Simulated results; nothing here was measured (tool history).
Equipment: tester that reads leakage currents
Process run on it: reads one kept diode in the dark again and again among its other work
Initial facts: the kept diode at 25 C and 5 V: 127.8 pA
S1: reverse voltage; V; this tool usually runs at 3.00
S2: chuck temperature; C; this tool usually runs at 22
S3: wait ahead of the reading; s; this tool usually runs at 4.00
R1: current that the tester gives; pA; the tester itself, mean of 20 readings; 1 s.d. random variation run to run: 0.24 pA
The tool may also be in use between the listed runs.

{"run": 1, "hour": 0.0, "S1": 3.0, "S2": 22, "S3": 4.0, "R1": 96.4}
{"run": 2, "hour": 22.7, "S1": 3.0, "S2": 22, "S3": 4.0, "R1": 96.18}
{"run": 3, "hour": 40.4, "S1": 3.0, "S2": 22, "S3": 4.0, "R1": 96.85}
{"run": 4, "hour": 56.7, "S1": 3.0, "S2": 22, "S3": 4.0, "R1": 96.96}
{"run": 5, "hour": 73.8, "S1": 3.0, "S2": 22, "S3": 4.0, "R1": 96.52}
{"run": 6, "hour": 105.2, "S1": 3.0, "S2": 29, "S3": 4.0, "R1": 165.41}
{"run": 7, "hour": 126.9, "S1": 3.0, "S2": 29, "S3": 4.0, "R1": 166.43}
{"run": 8, "hour": 161.8, "S1": 3.0, "S2": 22, "S3": 4.0, "R1": 98.22}
{"run": 9, "hour": 192.3, "S1": 3.0, "S2": 22, "S3": 4.0, "R1": 98.1}
{"run": 10, "hour": 216.3, "S1": 3.0, "S2": 22, "S3": 4.0, "R1": 98.55}
{"run": 11, "hour": 241.3, "S1": 3.0, "S2": 22, "S3": 4.0, "R1": 99.15}
{"run": 12, "hour": 271.6, "S1": 3.0, "S2": 22, "S3": 4.0, "R1": 98.69}
{"run": 13, "hour": 298.8, "S1": 13.44, "S2": 22, "S3": 4.0, "R1": 223.12}
{"run": 14, "hour": 329.0, "S1": 13.44, "S2": 36, "S3": 4.0, "R1": 619.27}
{"hour": 334.1, "done": "chuck's temperature calibrated"}
{"run": 15, "hour": 361.6, "S1": 3.0, "S2": 52, "S3": 4.0, "R1": 727.44}
{"run": 16, "hour": 377.3, "S1": 3.0, "S2": 22, "S3": 4.0, "R1": 81.95}
{"run": 17, "hour": 405.8, "S1": 3.0, "S2": 22, "S3": 4.0, "R1": 81.32}
{"run": 18, "hour": 439.8, "S1": 3.0, "S2": 22, "S3": 1.82, "R1": 81.89}
{"run": 19, "hour": 476.1, "S1": 3.0, "S2": 22, "S3": 1.82, "R1": 82.84}
{"run": 20, "hour": 499.4, "S1": 3.0, "S2": 22, "S3": 1.82, "R1": 83.12}
{"run": 21, "hour": 534.2, "S1": 11.4, "S2": 51, "S3": 0.65, "R1": 1366.56}
{"run": 22, "hour": 559.4, "S1": 7.74, "S2": 26, "S3": 4.0, "R1": 187.72}
{"run": 23, "hour": 578.7, "S1": 2.98, "S2": 29, "S3": 4.13, "R1": 141.2}
{"run": 24, "hour": 605.9, "S1": 1.25, "S2": 50, "S3": 4.0, "R1": 416.31}
{"run": 25, "hour": 636.4, "S1": 1.25, "S2": 50, "S3": 4.0, "R1": 416.85}
{"run": 26, "hour": 660.3, "S1": 3.42, "S2": 23, "S3": 0.54, "R1": 99.49}
{"run": 27, "hour": 681.6, "S1": 2.41, "S2": 25, "S3": 4.0, "R1": 94.98}
{"run": 28, "hour": 709.1, "S1": 3.0, "S2": 31, "S3": 1.03, "R1": 168.77}
{"run": 29, "hour": 740.3, "S1": 3.0, "S2": 31, "S3": 1.03, "R1": 169.26}
{"run": 30, "hour": 773.1, "S1": 3.0, "S2": 53, "S3": 1.03, "R1": 807.71}
{"run": 31, "hour": 808.4, "S1": 3.0, "S2": 53, "S3": 1.03, "R1": 810.25}
{"run": 32, "hour": 825.6, "S1": 3.62, "S2": 22, "S3": 4.0, "R1": 95.28}
{"run": 33, "hour": 840.8, "S1": 13.26, "S2": 60, "S3": 4.0, "R1": 2733.46}
{"run": 34, "hour": 875.8, "S1": 2.35, "S2": 42, "S3": 4.0, "R1": 335.61}
{"run": 35, "hour": 905.2, "S1": 5.95, "S2": 42, "S3": 4.39, "R1": 541.32}
{"run": 36, "hour": 938.5, "S1": 5.95, "S2": 42, "S3": 4.39, "R1": 546.58}
{"run": 37, "hour": 962.2, "S1": 6.88, "S2": 26, "S3": 0.34, "R1": 189.66}
{"run": 38, "hour": 978.2, "S1": 6.88, "S2": 26, "S3": 0.34, "R1": 189.6}
{"run": 39, "hour": 998.4, "S1": 3.7, "S2": 57, "S3": 6.9, "R1": 1192.12}
{"hour": 1003.6, "done": "probe card cleaned and baked"}
{"run": 40, "hour": 1023.8, "S1": 15.39, "S2": 36, "S3": 3.5, "R1": 560.54}

Forecast each of these 4 alternatives for the next run:
{"run": "A", "hour": 1052.2, "S1": 3.0, "S2": 22, "S3": 3.95, "R1": "?"}
{"run": "B", "hour": 1052.2, "S1": 3.0, "S2": 25, "S3": 4.03, "R1": "?"}
{"run": "C", "hour": 1052.2, "S1": 4.93, "S2": 22, "S3": 4.0, "R1": "?"}
{"run": "D", "hour": 1052.2, "S1": 7.18, "S2": 46, "S3": 2.91, "R1": "?"}

run=A R1=82.70
run=B R1=105.13
run=C R1=105.77
run=D R1=786.23
Without the tool's hidden state the same runs would have given:
run=A R1=77.84
run=B R1=99.10
run=C R1=99.54
run=D R1=747.18
